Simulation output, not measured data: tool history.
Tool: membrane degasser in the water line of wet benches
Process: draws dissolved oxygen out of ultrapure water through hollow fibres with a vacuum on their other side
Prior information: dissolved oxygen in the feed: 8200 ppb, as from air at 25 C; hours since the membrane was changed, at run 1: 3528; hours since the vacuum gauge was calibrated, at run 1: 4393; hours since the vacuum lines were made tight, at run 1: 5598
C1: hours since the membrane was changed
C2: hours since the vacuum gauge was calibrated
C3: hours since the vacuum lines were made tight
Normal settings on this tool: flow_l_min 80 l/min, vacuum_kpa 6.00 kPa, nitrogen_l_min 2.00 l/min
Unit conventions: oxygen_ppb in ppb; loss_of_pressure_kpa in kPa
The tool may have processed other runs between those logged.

Run 1, hour 0.0: usual settings; C1 3528; C2 4393; C3 5598. Result: oxygen_ppb 376.2 ppb, loss_of_pressure_kpa 46.12 kPa.
Run 2, hour 180.4: usual settings; C1 3708; C2 4574; C3 5779. Result: oxygen_ppb 383.3 ppb, loss_of_pressure_kpa 46.55 kPa.
Run 3, hour 270.6: usual settings but nitrogen_l_min 5.63 l/min; C1 3799; C2 4664; C3 5869. Result: oxygen_ppb 245.7 ppb, loss_of_pressure_kpa 46.51 kPa.
Run 4, hour 373.0: usual settings but nitrogen_l_min 0.94 l/min; C1 3901; C2 4766; C3 5971. Result: oxygen_ppb 552.9 ppb, loss_of_pressure_kpa 46.50 kPa.
Run 5, hour 581.2: usual settings; C1 4109; C2 4974; C3 6180. Result: oxygen_ppb 385.5 ppb, loss_of_pressure_kpa 46.29 kPa.
Run 6, hour 686.0: usual settings; C1 4214; C2 5079; C3 6284. Result: oxygen_ppb 383.2 ppb, loss_of_pressure_kpa 46.28 kPa.
Run 7, hour 874.1: usual settings; C1 4402; C2 5267; C3 6472. Result: oxygen_ppb 393.3 ppb, loss_of_pressure_kpa 46.73 kPa.
Run 8, hour 1087.5: usual settings but vacuum_kpa 13.80 kPa, nitrogen_l_min 2.82 l/min; C1 4615; C2 5481; C3 6686. Result: oxygen_ppb 754.3 ppb, loss_of_pressure_kpa 46.46 kPa.
Run 9, hour 1278.2: usual settings but flow_l_min 105 l/min, vacuum_kpa 8.98 kPa, nitrogen_l_min 1.31 l/min; C1 4806; C2 5671; C3 6876. Result: oxygen_ppb 987.1 ppb, loss_of_pressure_kpa 61.00 kPa.
Run 10, hour 1415.2: usual settings but flow_l_min 64 l/min, vacuum_kpa 11.42 kPa, nitrogen_l_min 0.86 l/min; C1 4943; C2 5808; C3 7014. Result: oxygen_ppb 1053.3 ppb, loss_of_pressure_kpa 37.36 kPa.
Run 11, hour 1592.9: usual settings but flow_l_min 64 l/min, vacuum_kpa 9.58 kPa, nitrogen_l_min 0.86 l/min; C1 5121; C2 5986; C3 7191. Result: oxygen_ppb 879.9 ppb, loss_of_pressure_kpa 37.47 kPa.
Run 12, hour 1741.6: usual settings but flow_l_min 64 l/min, vacuum_kpa 9.58 kPa, nitrogen_l_min 2.86 l/min; C1 5270; C2 6135; C3 7340. Result: oxygen_ppb 409.9 ppb, loss_of_pressure_kpa 37.89 kPa.
At hour 1760.8: seals of the vacuum lines changed.
Run 13, hour 1876.3: usual settings but flow_l_min 64 l/min, vacuum_kpa 9.58 kPa, nitrogen_l_min 2.86 l/min; C1 5402; C2 6268; C3 115. Result: oxygen_ppb 409.0 ppb, loss_of_pressure_kpa 37.51 kPa.

Here are 3 independent what-if runs from the current tool condition. What would each one return?
Run A, hour 2057.3: usual settings but flow_l_min 65 l/min, vacuum_kpa 4.67 kPa; C1 5583; C2 6449; C3 296. Result: oxygen_ppb ?, loss_of_pressure_kpa ?.
Run B, hour 2057.3: usual settings but flow_l_min 111 l/min, vacuum_kpa 7.97 kPa, nitrogen_l_min 2.86 l/min; C1 5583; C2 6449; C3 296. Result: oxygen_ppb ?, loss_of_pressure_kpa ?.
Run C, hour 2057.3: usual settings but flow_l_min 92 l/min, vacuum_kpa 9.58 kPa, nitrogen_l_min 2.86 l/min; C1 5583; C2 6449; C3 296. Result: oxygen_ppb ?, loss_of_pressure_kpa ?.

run  oxygen_ppb  loss_of_pressure_kpa
  A       225.6                 38.15
  B       657.2                 64.85
  C       613.8                 54.05
The same runs, with their run-to-run variation unchanged, on a tool lacking any hidden condition would have given:
run  oxygen_ppb  loss_of_pressure_kpa
  A       186.2                 36.52
  B       597.8                 62.09
  C       566.9                 51.75

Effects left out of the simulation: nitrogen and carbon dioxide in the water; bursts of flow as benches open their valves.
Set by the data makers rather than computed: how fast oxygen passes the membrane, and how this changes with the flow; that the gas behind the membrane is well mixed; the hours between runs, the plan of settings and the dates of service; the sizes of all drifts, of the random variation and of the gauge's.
